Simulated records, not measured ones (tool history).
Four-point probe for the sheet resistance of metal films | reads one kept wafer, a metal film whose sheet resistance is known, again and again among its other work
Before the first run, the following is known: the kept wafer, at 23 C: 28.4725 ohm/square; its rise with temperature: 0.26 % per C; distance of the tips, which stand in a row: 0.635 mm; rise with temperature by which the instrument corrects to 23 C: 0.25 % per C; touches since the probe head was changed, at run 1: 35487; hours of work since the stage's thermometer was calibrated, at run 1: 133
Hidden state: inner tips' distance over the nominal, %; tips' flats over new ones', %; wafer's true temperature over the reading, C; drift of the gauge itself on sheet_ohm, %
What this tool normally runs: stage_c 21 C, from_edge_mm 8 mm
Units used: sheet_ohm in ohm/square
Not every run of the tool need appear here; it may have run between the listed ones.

run	hour	stage_c	from_edge_mm	touches since the probe head was changed	hours of work since the stage's thermometer was calibrated	sheet_ohm
1	0.0	21	8	35487	133	28.352759
2	30.4	21	8	36434	145	28.354770
3	77.2	21	8	37889	164	28.348103
4	104.0	21	8	38726	176	28.356924
5	167.1	21	8	40688	202	28.338754
6	194.4	21	8	41537	213	28.346145
7	236.7	21	8	42855	230	28.347682
8	282.1	21	4	44268	249	28.624998
9	308.8	21	8	45100	260	28.356952
10	336.8	21	8	45972	272	28.332182
11	399.6	21	8	47925	298	28.337977
12	429.7	21	8	48863	310	28.344758
13	462.0	21	8	49868	323	28.337668
# hour 467.2: stage's thermometer calibrated
14	498.5	21	8	50990	13	28.330703
15	537.0	19	4	52188	29	28.603817
16	585.5	26	10	53699	49	28.299703

What does the tool deliver on the next run?
17	617.4	26	69	54692	62	?

{"run 17": {"sheet_ohm": 28.238302}}
If the tool had no hidden condition, the same run with the same run-to-run variation would have returned sheet_ohm 28.474814 ohm/square.
